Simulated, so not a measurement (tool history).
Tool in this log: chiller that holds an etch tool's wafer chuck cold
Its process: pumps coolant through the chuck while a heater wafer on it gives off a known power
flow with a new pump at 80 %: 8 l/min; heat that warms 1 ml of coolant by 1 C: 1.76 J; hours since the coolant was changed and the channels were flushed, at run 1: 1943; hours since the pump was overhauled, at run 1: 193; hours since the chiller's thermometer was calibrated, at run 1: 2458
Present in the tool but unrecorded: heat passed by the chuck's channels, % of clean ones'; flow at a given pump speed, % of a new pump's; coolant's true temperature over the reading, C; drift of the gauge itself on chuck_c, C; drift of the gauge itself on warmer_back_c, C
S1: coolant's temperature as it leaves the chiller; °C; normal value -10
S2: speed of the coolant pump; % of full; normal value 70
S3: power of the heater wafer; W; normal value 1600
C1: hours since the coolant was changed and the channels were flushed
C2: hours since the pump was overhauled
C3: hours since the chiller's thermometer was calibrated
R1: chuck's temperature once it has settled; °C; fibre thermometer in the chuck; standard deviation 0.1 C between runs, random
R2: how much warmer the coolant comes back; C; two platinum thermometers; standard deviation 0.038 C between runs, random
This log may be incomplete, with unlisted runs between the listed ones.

run 1 hour=0 | S1=-10 S2=70 S3=1600 | C1=1943 C2=193 C3=2458 | R1=4 R2=7.74
run 2 hour=20 | S1=-10 S2=70 S3=1600 | C1=1963 C2=213 C3=2478 | R1=4.1 R2=7.8
run 3 hour=56.4 | S1=-10 S2=62 S3=1600 | C1=1999 C2=249 C3=2514 | R1=5.2 R2=8.77
run 4 hour=91.7 | S1=-10 S2=62 S3=1600 | C1=2035 C2=285 C3=2550 | R1=5.5 R2=8.83
run 5 hour=114.1 | S1=-10 S2=70 S3=1600 | C1=2057 C2=307 C3=2572 | R1=4.1 R2=7.84
run 6 hour=134 | S1=-13 S2=70 S3=1600 | C1=2077 C2=327 C3=2592 | R1=1 R2=7.84
run 7 hour=170.7 | S1=-10 S2=70 S3=1600 | C1=2114 C2=364 C3=2629 | R1=4.2 R2=7.81
run 8 hour=188.2 | S1=-10 S2=70 S3=1600 | C1=2131 C2=381 C3=2646 | R1=4.3 R2=7.83
run 9 hour=227.7 | S1=-10 S2=99 S3=1600 | C1=2171 C2=420 C3=2685 | R1=0.8 R2=5.62
run 10 hour=253.9 | S1=-10 S2=70 S3=1600 | C1=2197 C2=447 C3=2712 | R1=4.2 R2=7.92
run 11 hour=288.7 | S1=-10 S2=70 S3=1600 | C1=2232 C2=482 C3=2747 | R1=4.3 R2=7.89
run 12 hour=305.5 | S1=-7 S2=90 S3=858 | C1=2248 C2=498 C3=2763 | R1=-0.6 R2=3.34
run 13 hour=339.6 | S1=-7 S2=90 S3=858 | C1=2283 C2=532 C3=2797 | R1=-0.5 R2=3.33
run 14 hour=372.1 | S1=-14 S2=98 S3=1328 | C1=2315 C2=565 C3=2830 | R1=-4.8 R2=4.67
run 15 hour=392.9 | S1=-14 S2=98 S3=1328 | C1=2336 C2=586 C3=2851 | R1=-4.6 R2=4.68
run 16 hour=412.3 | S1=-10 S2=85 S3=1600 | C1=2355 C2=605 C3=2870 | R1=2.4 R2=6.5
run 17 hour=443 | S1=-7 S2=96 S3=1691 | C1=2386 C2=636 C3=2901 | R1=4.9 R2=6.1

Run 18, settings as shown, results not yet in. Your forecast:
run 18 hour=472.3 | S1=-6 S2=78 S3=1600 | C1=2415 C2=665 C3=2930 | R1=? R2=?

{"run 18": {"R1": 7.4, "R2": 7.12}}
Minus the tool's unlogged condition, the same run would have read R1 6.3 °C, R2 7.01 C.
